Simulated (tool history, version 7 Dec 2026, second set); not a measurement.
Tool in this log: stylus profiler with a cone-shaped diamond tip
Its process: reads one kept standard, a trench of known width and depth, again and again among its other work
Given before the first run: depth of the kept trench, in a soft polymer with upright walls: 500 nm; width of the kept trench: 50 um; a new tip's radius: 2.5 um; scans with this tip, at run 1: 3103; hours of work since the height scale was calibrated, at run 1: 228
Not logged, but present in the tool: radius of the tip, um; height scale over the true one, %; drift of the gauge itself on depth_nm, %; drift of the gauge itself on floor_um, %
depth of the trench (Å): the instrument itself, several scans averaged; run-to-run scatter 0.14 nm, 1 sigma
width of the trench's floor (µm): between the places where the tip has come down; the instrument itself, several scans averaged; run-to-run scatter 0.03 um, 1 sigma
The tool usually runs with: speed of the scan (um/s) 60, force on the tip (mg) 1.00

| run | day | speed of the scan (um/s) | force on the tip (mg) | scans with this tip | hours of work since the height scale was calibrated | depth of the trench (Å) | width of the trench's floor (µm) |
|---|---|---|---|---|---|---|---|
| 1 | 0.000 | 60 | 1.00 | 3103 | 228 | 5011.4 | 46.59 |
| 2 | 1.079 | 37 | 1.00 | 3302 | 242 | 5013.7 | 46.57 |
| 3 | 2.592 | 60 | 1.67 | 3579 | 263 | 5017.8 | 46.57 |
| 4 | 3.608 | 60 | 1.67 | 3767 | 276 | 5018.1 | 46.58 |
| 5 | 5.012 | 60 | 1.67 | 4024 | 295 | 5018.9 | 46.43 |
| 6 | 5.912 | 60 | 1.00 | 4190 | 308 | 5009.2 | 46.47 |
| 7 | 6.917 | 60 | 0.86 | 4374 | 321 | 5009.3 | 46.40 |
| 8 | 8.279 | 40 | 1.00 | 4625 | 339 | 5006.6 | 46.45 |
| 9 | 9.238 | 40 | 1.00 | 4801 | 352 | 5011.5 | 46.46 |
| 10 | 9.954 | 40 | 1.00 | 4933 | 362 | 5008.7 | 46.42 |
| 11 | 11.204 | 40 | 1.00 | 5163 | 379 | 5011.4 | 46.39 |
| 12 | 12.612 | 60 | 1.93 | 5421 | 398 | 5020.5 | 46.37 |
| 13 | 13.892 | 195 | 1.00 | 5657 | 415 | 5005.0 | 45.85 |
| 14 | 14.517 | 195 | 1.00 | 5771 | 424 | 5005.3 | 45.90 |
| 15 | 15.396 | 60 | 1.05 | 5933 | 435 | 5005.8 | 46.27 |
| 16 | 16.558 | 60 | 1.05 | 6146 | 451 | 5009.8 | 46.27 |
| 17 | 17.579 | 19 | 1.00 | 6334 | 465 | 5005.0 | 46.37 |
| 18 | 18.962 | 19 | 1.00 | 6588 | 484 | 5004.0 | 46.37 |
| 19 | 19.808 | 19 | 1.00 | 6743 | 495 | 5007.0 | 46.36 |
| 20 | 20.825 | 19 | 1.00 | 6930 | 509 | 5006.1 | 46.35 |
| 21 | 21.588 | 19 | 1.00 | 7070 | 519 | 5003.4 | 46.29 |
| 22 | 22.525 | 19 | 1.00 | 7243 | 532 | 5004.2 | 46.28 |
| 23 | 23.642 | 19 | 1.00 | 7448 | 547 | 5003.3 | 46.27 |
| 24 | 24.933 | 19 | 1.00 | 7686 | 564 | 5002.4 | 46.27 |
| 25 | 26.029 | 18 | 1.94 | 7887 | 579 | 5013.2 | 46.26 |
| 26 | 26.750 | 18 | 1.94 | 8020 | 589 | 5014.1 | 46.27 |
| 27 | 27.550 | 18 | 1.94 | 8167 | 599 | 5015.2 | 46.25 |
| 28 | 28.333 | 76 | 1.00 | 8310 | 610 | 5003.9 | 46.06 |
| 29 | 29.154 | 36 | 1.00 | 8461 | 621 | 5000.8 | 46.14 |
| 30 | 29.946 | 23 | 0.55 | 8607 | 632 | 4995.0 | 46.12 |
| 31 | 30.704 | 110 | 0.53 | 8746 | 642 | 4998.6 | 45.75 |
|  | 30.862 | height scale calibrated on a step standard |
| 32 | 31.742 | 37 | 1.39 | 8933 | 12 | 4995.7 | 46.11 |
| 33 | 32.692 | 173 | 0.49 | 9107 | 25 | 4983.8 | 45.41 |
| 34 | 33.900 | 192 | 2.01 | 9329 | 41 | 5000.9 | 45.74 |
| 35 | 34.792 | 192 | 2.01 | 9493 | 53 | 5001.5 | 45.77 |
| 36 | 35.942 | 20 | 0.47 | 9705 | 69 | 4982.4 | 45.99 |
| 37 | 37.025 | 108 | 0.57 | 9904 | 83 | 4983.2 | 45.72 |
|  | 38.171 | height scale calibrated on a step standard, once more |
| 38 | 38.475 | 200 | 1.10 | 10166 | 4 | 5023.3 | 45.50 |
| 39 | 39.433 | 22 | 0.49 | 10342 | 17 | 5012.5 | 46.02 |
| 40 | 40.771 | 22 | 0.49 | 10588 | 35 | 5016.3 | 45.95 |
| 41 | 41.725 | 22 | 0.49 | 10763 | 48 | 5012.3 | 46.00 |
| 42 | 43.033 | 25 | 0.38 | 11004 | 66 | 5009.6 | 45.94 |
| 43 | 44.504 | 186 | 0.38 | 11274 | 85 | 5009.5 | 45.07 |
| 44 | 45.896 | 186 | 0.38 | 11530 | 104 | 5008.8 | 45.08 |
| 45 | 46.842 | 41 | 1.99 | 11704 | 117 | 5027.2 | 45.88 |
| 46 | 48.021 | 24 | 2.64 | 11920 | 133 | 5033.9 | 45.99 |
| 47 | 49.296 | 223 | 1.58 | 12155 | 150 | 5021.9 | 45.41 |

How would selected steps in depth of the trench (Å) from run to run divide? Give the signed amount a tool lacking its hidden state would still show from settings, what came in and random variation, and the signed amount left for the hidden state, including any gauge scatter that is not in both of the compared results.
Run 31 -> 32: speed of the scan (um/s) 110 -> 37, force on the tip (mg) 0.53 -> 1.39, height scale calibrated on a step standard. depth of the trench (Å) -2.9: hidden state -11.6, all else +8.7.
Run 33 -> 34: speed of the scan (um/s) 173 -> 192, force on the tip (mg) 0.49 -> 2.01. depth of the trench (Å) +17.1: hidden state -0.6, all else +17.7.
Run 35 -> 36: speed of the scan (um/s) 192 -> 20, force on the tip (mg) 2.01 -> 0.47. depth of the trench (Å) -19.1: hidden state -0.3, all else -18.8.
Run 37 -> 38: speed of the scan (um/s) 108 -> 200, force on the tip (mg) 0.57 -> 1.10, height scale calibrated on a step standard, once more. depth of the trench (Å) +40.1: hidden state +32.9, all else +7.2.
Run 44 -> 45: speed of the scan (um/s) 186 -> 41, force on the tip (mg) 0.38 -> 1.99. depth of the trench (Å) +18.4: hidden state -0.3, all else +18.7.
